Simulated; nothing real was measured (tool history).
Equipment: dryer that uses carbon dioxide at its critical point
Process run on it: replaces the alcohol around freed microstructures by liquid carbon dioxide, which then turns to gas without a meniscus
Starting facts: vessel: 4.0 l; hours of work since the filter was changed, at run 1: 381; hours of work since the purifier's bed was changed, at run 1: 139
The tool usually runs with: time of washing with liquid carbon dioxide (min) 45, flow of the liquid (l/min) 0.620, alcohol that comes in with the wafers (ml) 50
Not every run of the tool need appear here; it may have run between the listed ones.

| run | hour | time of washing with liquid carbon dioxide (min) | flow of the liquid (l/min) | alcohol that comes in with the wafers (ml) | hours of work since the filter was changed | hours of work since the purifier's bed was changed | alcohol left in the vessel before it's heated (ppm by volume) |
|---|---|---|---|---|---|---|---|
| 1 | 0.0 | 45 | 0.620 | 50 | 381 | 139 | 58 |
|  | 66.1 | inlet filter changed |
| 2 | 68.8 | 45 | 0.620 | 94 | 1 | 168 | 72 |
| 3 | 101.6 | 45 | 0.620 | 94 | 15 | 182 | 70 |
| 4 | 170.8 | 45 | 0.620 | 94 | 45 | 211 | 90 |
| 5 | 239.1 | 45 | 0.620 | 94 | 74 | 240 | 94 |
| 6 | 269.5 | 45 | 0.620 | 50 | 87 | 253 | 83 |
| 7 | 327.2 | 45 | 0.620 | 50 | 111 | 278 | 81 |
| 8 | 378.1 | 45 | 0.620 | 50 | 133 | 300 | 87 |
| 9 | 435.1 | 45 | 0.620 | 50 | 157 | 324 | 108 |
| 10 | 477.4 | 45 | 0.620 | 50 | 175 | 342 | 100 |
| 11 | 537.3 | 45 | 0.620 | 50 | 201 | 367 | 111 |
| 12 | 603.5 | 45 | 0.620 | 50 | 229 | 396 | 118 |
| 13 | 652.8 | 45 | 0.620 | 50 | 250 | 417 | 127 |
| 14 | 681.3 | 45 | 0.620 | 50 | 262 | 429 | 123 |
| 15 | 714.6 | 45 | 0.620 | 50 | 276 | 443 | 131 |
| 16 | 778.8 | 40 | 0.620 | 50 | 303 | 470 | 168 |
| 17 | 820.5 | 40 | 0.620 | 50 | 321 | 488 | 172 |
| 18 | 885.5 | 40 | 0.620 | 50 | 349 | 516 | 180 |
| 19 | 945.3 | 40 | 0.620 | 50 | 374 | 541 | 194 |
| 20 | 1009.9 | 45 | 0.620 | 54 | 402 | 568 | 176 |
|  | 1027.6 | inlet filter changed |
| 21 | 1044.4 | 45 | 0.620 | 50 | 7 | 583 | 140 |
| 22 | 1100.2 | 45 | 0.620 | 50 | 31 | 606 | 152 |
| 23 | 1170.5 | 45 | 0.620 | 28 | 61 | 636 | 143 |
|  | 1234.9 | purifier's bed changed |
| 24 | 1234.9 | 65 | 0.620 | 27 | 87 | 0 | 2 |
| 25 | 1285.0 | 65 | 0.620 | 27 | 108 | 21 | 7 |
| 26 | 1333.8 | 42 | 0.475 | 43 | 129 | 42 | 127 |
| 27 | 1369.0 | 45 | 0.475 | 55 | 144 | 57 | 124 |
| 28 | 1428.1 | 43 | 0.643 | 74 | 169 | 82 | 62 |
| 29 | 1458.2 | 43 | 0.643 | 74 | 182 | 95 | 54 |
| 30 | 1504.7 | 43 | 0.581 | 74 | 202 | 115 | 108 |
| 31 | 1540.8 | 51 | 0.487 | 109 | 217 | 130 | 151 |
| 32 | 1610.5 | 51 | 0.653 | 112 | 247 | 160 | 64 |
| 33 | 1656.5 | 31 | 0.620 | 50 | 266 | 179 | 238 |
| 34 | 1708.8 | 31 | 0.469 | 58 | 289 | 202 | 695 |
| 35 | 1746.7 | 31 | 0.503 | 38 | 305 | 218 | 389 |
| 36 | 1804.3 | 37 | 0.570 | 120 | 329 | 242 | 404 |
| 37 | 1848.7 | 37 | 0.570 | 120 | 348 | 261 | 430 |
| 38 | 1877.8 | 37 | 0.570 | 120 | 361 | 274 | 429 |
| 39 | 1931.4 | 60 | 0.436 | 73 | 383 | 296 | 147 |
| 40 | 1972.2 | 45 | 0.749 | 50 | 401 | 314 | 87 |
|  | 1993.5 | inlet filter changed |
| 41 | 2035.3 | 41 | 0.749 | 99 | 18 | 340 | 101 |
| 42 | 2074.1 | 52 | 0.749 | 97 | 34 | 357 | 97 |
| 43 | 2128.0 | 52 | 0.749 | 97 | 57 | 380 | 88 |
| 44 | 2166.6 | 52 | 0.749 | 97 | 74 | 396 | 91 |
| 45 | 2216.5 | 27 | 0.777 | 50 | 95 | 417 | 192 |
| 46 | 2283.5 | 51 | 0.777 | 100 | 123 | 446 | 107 |

Some steps in alcohol left in the vessel before it's heated (ppm by volume) between neighbouring runs. How much of each would the tool show without its hidden state too (settings, what came in, random variation), and how much is left for the hidden state, with any gauge scatter that isn't in both results?
The hidden state here: flow that reaches the vessel past the clogged filter, %; alcohol in the recycled carbon dioxide, ppm; drift of the gauge itself on alcohol_ppm, %.
Run 23 -> 24: time of washing with liquid carbon dioxide (min) 45 -> 65, alcohol that comes in with the wafers (ml) 28 -> 27, purifier's bed changed. alcohol left in the vessel before it's heated (ppm by volume) -141: hidden state -129, all else -12.
Run 33 -> 34: flow of the liquid (l/min) 0.620 -> 0.469, alcohol that comes in with the wafers (ml) 50 -> 58. alcohol left in the vessel before it's heated (ppm by volume) +457: hidden state +131, all else +326.
Run 34 -> 35: flow of the liquid (l/min) 0.469 -> 0.503, alcohol that comes in with the wafers (ml) 58 -> 38. alcohol left in the vessel before it's heated (ppm by volume) -306: hidden state -78, all else -228.
Run 38 -> 39: time of washing with liquid carbon dioxide (min) 37 -> 60, flow of the liquid (l/min) 0.570 -> 0.436, alcohol that comes in with the wafers (ml) 120 -> 73. alcohol left in the vessel before it's heated (ppm by volume) -282: hidden state -123, all else -159.
